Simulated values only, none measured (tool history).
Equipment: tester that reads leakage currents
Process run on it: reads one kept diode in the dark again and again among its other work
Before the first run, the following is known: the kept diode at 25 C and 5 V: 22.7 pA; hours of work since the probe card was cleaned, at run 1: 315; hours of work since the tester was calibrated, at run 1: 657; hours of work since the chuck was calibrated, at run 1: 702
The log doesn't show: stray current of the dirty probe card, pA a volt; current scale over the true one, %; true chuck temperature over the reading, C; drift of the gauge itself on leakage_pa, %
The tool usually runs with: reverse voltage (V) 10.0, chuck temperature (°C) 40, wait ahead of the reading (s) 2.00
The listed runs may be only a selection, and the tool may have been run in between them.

run,hour,reverse voltage (V),chuck temperature (°C),wait ahead of the reading (s),hours of work since the probe card was cleaned,hours of work since the tester was calibrated,hours of work since the chuck was calibrated,current that the tester gives (pA)
1,0.0,10.0,40,2.00,315,657,702,104.82
2,27.5,10.0,28,2.00,330,672,717,39.21
3,75.4,10.0,28,2.00,356,698,743,39.50
4,124.9,10.0,28,2.00,383,725,770,39.22
5,177.4,10.0,40,2.00,411,753,799,103.60
6,239.2,10.0,40,2.00,445,787,832,103.88
7,289.9,10.0,40,2.00,472,815,860,103.77
8,318.7,10.0,40,0.68,488,830,875,104.96
9,373.6,10.0,40,0.55,518,860,905,104.61
10,400.8,10.0,40,0.55,532,875,920,104.12
11,432.9,10.0,40,0.55,550,892,937,104.43
12,466.4,10.0,40,0.55,568,910,956,104.65
13,500.6,5.7,40,2.00,586,929,974,78.56
14,550.1,5.7,40,2.00,613,956,1001,77.86
15,592.0,10.0,40,2.00,636,978,1024,102.58
# hour 597.7: probe card cleaned and baked
16,621.8,10.0,40,3.40,13,993,1038,102.83
17,684.1,10.0,40,0.50,47,1027,1072,103.74
18,734.9,10.0,20,2.00,74,1054,1100,20.54
19,773.6,10.0,20,2.00,95,1075,1121,20.35
# hour 793.7: chuck's temperature calibrated
# hour 800.4: probe card cleaned and baked, once more
20,838.0,10.0,20,0.30,20,1108,22,23.98
21,891.6,10.0,20,0.30,50,1137,51,23.97
22,939.8,10.0,22,2.00,76,1163,78,24.83
23,972.9,10.0,22,2.00,94,1181,96,24.94
24,1027.7,9.0,50,2.00,123,1211,125,224.55
25,1076.2,10.9,33,1.28,150,1237,152,65.39
26,1131.2,6.8,51,2.60,180,1267,182,210.84
27,1193.2,6.8,51,2.60,213,1300,215,210.35
28,1249.3,3.0,20,2.00,244,1331,246,11.44
29,1278.7,7.1,59,4.33,260,1347,262,381.35
30,1322.7,10.0,60,0.73,283,1371,285,483.26
31,1349.8,10.0,60,0.73,298,1385,300,480.04
32,1377.3,4.9,52,2.69,313,1400,315,191.18
33,1425.0,7.3,40,0.78,339,1426,341,93.21
34,1475.0,4.3,40,0.31,366,1453,368,72.67
35,1535.0,15.2,37,4.11,399,1486,401,103.54
36,1594.3,15.2,37,4.11,431,1518,433,103.45
37,1644.0,15.2,37,4.11,458,1545,460,102.93
38,1684.6,16.0,54,2.48,480,1567,482,389.30
39,1733.2,3.6,31,0.35,506,1593,508,32.33
40,1770.0,3.6,31,0.35,526,1613,528,32.18

Each row is a separate what-if for the run after 40, all from the same tool condition, not one after another. Results?
A,1825.1,18.0,31,1.08,556,1643,558,?
B,1825.1,1.2,28,0.35,556,1643,558,?
C,1825.1,11.1,36,1.40,556,1643,558,?
D,1825.1,2.0,23,1.30,556,1643,558,?

run,current that the tester gives (pA)
A,69.49
B,14.56
C,81.99
D,11.92
What these runs would have given with no unlogged condition in the tool:
run,current that the tester gives (pA)
A,71.93
B,15.33
C,85.75
D,12.49
